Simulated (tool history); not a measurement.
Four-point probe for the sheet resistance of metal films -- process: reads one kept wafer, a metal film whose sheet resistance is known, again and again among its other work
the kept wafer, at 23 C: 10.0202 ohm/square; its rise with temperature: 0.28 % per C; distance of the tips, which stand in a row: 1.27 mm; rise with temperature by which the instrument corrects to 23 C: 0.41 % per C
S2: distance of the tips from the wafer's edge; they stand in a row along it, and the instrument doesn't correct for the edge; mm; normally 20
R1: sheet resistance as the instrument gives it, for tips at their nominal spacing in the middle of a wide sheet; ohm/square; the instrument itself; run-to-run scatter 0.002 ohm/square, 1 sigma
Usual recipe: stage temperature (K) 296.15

run 1 hour=0.0 | stage_temperature_(K)=296.15 S2=20 | R1=10.035688
run 2 hour=10.8 | stage_temperature_(K)=296.15 S2=20 | R1=10.036640
run 3 hour=23.3 | stage_temperature_(K)=296.15 S2=20 | R1=10.038378
run 4 hour=36.8 | stage_temperature_(K)=296.15 S2=20 | R1=10.035522
run 5 hour=57.4 | stage_temperature_(K)=296.15 S2=20 | R1=10.037212
run 6 hour=69.2 | stage_temperature_(K)=296.15 S2=20 | R1=10.037571
run 7 hour=83.0 | stage_temperature_(K)=296.15 S2=20 | R1=10.037282
run 8 hour=94.3 | stage_temperature_(K)=296.15 S2=20 | R1=10.033176
run 9 hour=107.3 | stage_temperature_(K)=296.15 S2=20 | R1=10.034981
run 10 hour=126.9 | stage_temperature_(K)=295.15 S2=20 | R1=10.048385
run 11 hour=139.0 | stage_temperature_(K)=295.15 S2=20 | R1=10.044441
run 12 hour=154.5 | stage_temperature_(K)=295.15 S2=20 | R1=10.044947
run 13 hour=165.6 | stage_temperature_(K)=295.15 S2=20 | R1=10.051019
run 14 hour=177.8 | stage_temperature_(K)=296.15 S2=20 | R1=10.033538
run 15 hour=194.4 | stage_temperature_(K)=296.15 S2=20 | R1=10.033354
run 16 hour=203.1 | stage_temperature_(K)=294.15 S2=20 | R1=10.057691
run 17 hour=222.0 | stage_temperature_(K)=294.15 S2=20 | R1=10.058428
run 18 hour=240.8 | stage_temperature_(K)=294.15 S2=20 | R1=10.060135
run 19 hour=252.1 | stage_temperature_(K)=294.15 S2=20 | R1=10.056835
run 20 hour=271.8 | stage_temperature_(K)=296.15 S2=43 | R1=10.016368
run 21 hour=282.8 | stage_temperature_(K)=296.15 S2=12 | R1=10.069593
run 22 hour=294.8 | stage_temperature_(K)=296.15 S2=4 | R1=10.524289
run 23 hour=303.8 | stage_temperature_(K)=296.15 S2=4 | R1=10.521062
run 24 hour=317.8 | stage_temperature_(K)=293.15 S2=39 | R1=10.050163
run 25 hour=338.2 | stage_temperature_(K)=293.15 S2=39 | R1=10.047346
run 26 hour=354.6 | stage_temperature_(K)=296.15 S2=4 | R1=10.524231
run 27 hour=368.0 | stage_temperature_(K)=303.15 S2=10 | R1=10.007937
run 28 hour=379.2 | stage_temperature_(K)=295.15 S2=5 | R1=10.359639
run 29 hour=388.9 | stage_temperature_(K)=295.15 S2=5 | R1=10.358083
run 30 hour=401.7 | stage_temperature_(K)=307.15 S2=32 | R1=9.884933
run 31 hour=419.9 | stage_temperature_(K)=307.15 S2=24 | R1=9.890921
run 32 hour=431.7 | stage_temperature_(K)=296.15 S2=22 | R1=10.022359
run 33 hour=442.2 | stage_temperature_(K)=307.15 S2=71 | R1=9.879421
run 34 hour=458.9 | stage_temperature_(K)=296.15 S2=6 | R1=10.241999
run 35 hour=469.5 | stage_temperature_(K)=298.15 S2=20 | R1=10.007796
run 36 hour=484.8 | stage_temperature_(K)=302.15 S2=6 | R1=10.170475
run 37 hour=495.0 | stage_temperature_(K)=300.15 S2=9 | R1=10.062076
run 38 hour=506.6 | stage_temperature_(K)=302.15 S2=15 | R1=9.973773
run 39 hour=517.1 | stage_temperature_(K)=303.15 S2=3 | R1=10.781195
run 40 hour=536.3 | stage_temperature_(K)=303.15 S2=3 | R1=10.783284
run 41 hour=556.1 | stage_temperature_(K)=301.15 S2=9 | R1=10.047430
run 42 hour=571.1 | stage_temperature_(K)=301.15 S2=9 | R1=10.044505
run 43 hour=584.0 | stage_temperature_(K)=295.15 S2=6 | R1=10.249968
run 44 hour=599.6 | stage_temperature_(K)=297.15 S2=26 | R1=10.001994

What if the next run were any one of these 4? Each begins from the tool's condition after run 44:
run A hour=619.2 | stage_temperature_(K)=295.15 S2=12 | R1=?
run B hour=619.2 | stage_temperature_(K)=304.15 S2=20 | R1=?
run C hour=619.2 | stage_temperature_(K)=304.15 S2=26 | R1=?
run D hour=619.2 | stage_temperature_(K)=306.15 S2=42 | R1=?

run=A R1=10.071594
run=B R1=9.925906
run=C R1=9.920298
run=D R1=9.888784
The same runs, with their run-to-run variation unchanged, on a tool lacking any hidden condition would have given:
run=A R1=10.090285
run=B R1=9.944198
run=C R1=9.938580
run=D R1=9.906980
